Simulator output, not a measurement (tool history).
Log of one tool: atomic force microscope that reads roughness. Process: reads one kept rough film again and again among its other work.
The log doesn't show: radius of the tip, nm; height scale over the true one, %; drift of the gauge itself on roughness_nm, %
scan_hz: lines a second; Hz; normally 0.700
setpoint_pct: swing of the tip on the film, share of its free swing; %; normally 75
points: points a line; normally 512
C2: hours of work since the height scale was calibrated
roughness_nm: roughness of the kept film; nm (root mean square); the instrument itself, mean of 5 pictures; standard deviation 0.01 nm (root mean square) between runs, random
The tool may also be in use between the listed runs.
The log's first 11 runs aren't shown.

{"run": 12, "hour": 132.5, "scan_hz": 0.671, "setpoint_pct": 61, "points": 818, "pictures with this tip": 120, "C2": 602, "roughness_nm": 2.298}
{"run": 13, "hour": 142.9, "scan_hz": 0.671, "setpoint_pct": 61, "points": 818, "pictures with this tip": 136, "C2": 610, "roughness_nm": 2.271}
{"hour": 148.0, "done": "new tip fitted"}
{"run": 14, "hour": 151.7, "scan_hz": 2.826, "setpoint_pct": 75, "points": 512, "pictures with this tip": 6, "C2": 617, "roughness_nm": 1.985}
{"run": 15, "hour": 166.5, "scan_hz": 1.905, "setpoint_pct": 75, "points": 512, "pictures with this tip": 28, "C2": 628, "roughness_nm": 2.09}
{"run": 16, "hour": 178.8, "scan_hz": 1.905, "setpoint_pct": 75, "points": 512, "pictures with this tip": 47, "C2": 638, "roughness_nm": 2.073}
{"run": 17, "hour": 193.7, "scan_hz": 1.795, "setpoint_pct": 64, "points": 325, "pictures with this tip": 70, "C2": 649, "roughness_nm": 2.211}
{"run": 18, "hour": 202.8, "scan_hz": 1.169, "setpoint_pct": 69, "points": 519, "pictures with this tip": 84, "C2": 657, "roughness_nm": 2.217}
{"run": 19, "hour": 220.3, "scan_hz": 1.834, "setpoint_pct": 57, "points": 640, "pictures with this tip": 111, "C2": 670, "roughness_nm": 2.236}
{"run": 20, "hour": 230.3, "scan_hz": 1.407, "setpoint_pct": 60, "points": 377, "pictures with this tip": 127, "C2": 678, "roughness_nm": 2.235}
{"hour": 240.5, "done": "new tip fitted"}
{"run": 21, "hour": 247.1, "scan_hz": 1.407, "setpoint_pct": 60, "points": 377, "pictures with this tip": 10, "C2": 691, "roughness_nm": 2.285}
{"run": 22, "hour": 255.0, "scan_hz": 1.407, "setpoint_pct": 60, "points": 377, "pictures with this tip": 22, "C2": 697, "roughness_nm": 2.276}
{"run": 23, "hour": 263.3, "scan_hz": 0.843, "setpoint_pct": 81, "points": 924, "pictures with this tip": 35, "C2": 703, "roughness_nm": 2.207}
{"run": 24, "hour": 272.6, "scan_hz": 2.718, "setpoint_pct": 75, "points": 339, "pictures with this tip": 49, "C2": 711, "roughness_nm": 1.968}
{"run": 25, "hour": 287.3, "scan_hz": 2.718, "setpoint_pct": 75, "points": 339, "pictures with this tip": 71, "C2": 722, "roughness_nm": 1.958}
{"run": 26, "hour": 300.8, "scan_hz": 2.718, "setpoint_pct": 75, "points": 339, "pictures with this tip": 92, "C2": 733, "roughness_nm": 1.931}
{"run": 27, "hour": 317.6, "scan_hz": 2.718, "setpoint_pct": 75, "points": 339, "pictures with this tip": 118, "C2": 746, "roughness_nm": 1.94}
{"hour": 333.7, "done": "new tip fitted"}
{"run": 28, "hour": 335.3, "scan_hz": 0.648, "setpoint_pct": 75, "points": 512, "pictures with this tip": 2, "C2": 759, "roughness_nm": 2.3}
{"run": 29, "hour": 348.6, "scan_hz": 0.648, "setpoint_pct": 75, "points": 512, "pictures with this tip": 23, "C2": 770, "roughness_nm": 2.294}
{"run": 30, "hour": 362.4, "scan_hz": 0.643, "setpoint_pct": 68, "points": 326, "pictures with this tip": 44, "C2": 780, "roughness_nm": 2.312}
{"run": 31, "hour": 372.7, "scan_hz": 3.966, "setpoint_pct": 61, "points": 487, "pictures with this tip": 60, "C2": 789, "roughness_nm": 2.086}

Each row is a separate what-if for the run after 31, all from the same tool condition, not one after another. Results?
{"run": "A", "hour": 381.8, "scan_hz": 3.966, "setpoint_pct": 64, "points": 487, "pictures with this tip": 74, "C2": 796, "roughness_nm": "?"}
{"run": "B", "hour": 381.8, "scan_hz": 0.619, "setpoint_pct": 59, "points": 685, "pictures with this tip": 74, "C2": 796, "roughness_nm": "?"}
{"run": "C", "hour": 381.8, "scan_hz": 0.584, "setpoint_pct": 84, "points": 512, "pictures with this tip": 74, "C2": 796, "roughness_nm": "?"}
{"run": "D", "hour": 381.8, "scan_hz": 0.573, "setpoint_pct": 68, "points": 487, "pictures with this tip": 74, "C2": 796, "roughness_nm": "?"}
{"run": "E", "hour": 381.8, "scan_hz": 1.909, "setpoint_pct": 62, "points": 660, "pictures with this tip": 74, "C2": 796, "roughness_nm": "?"}

run=A roughness_nm=2.031
run=B roughness_nm=2.307
run=C roughness_nm=2.199
run=D roughness_nm=2.286
run=E roughness_nm=2.215
Take away the tool's hidden state, keep each run's random variation, and the runs would have read:
run=A roughness_nm=2.084
run=B roughness_nm=2.367
run=C roughness_nm=2.257
run=D roughness_nm=2.346
run=E roughness_nm=2.272
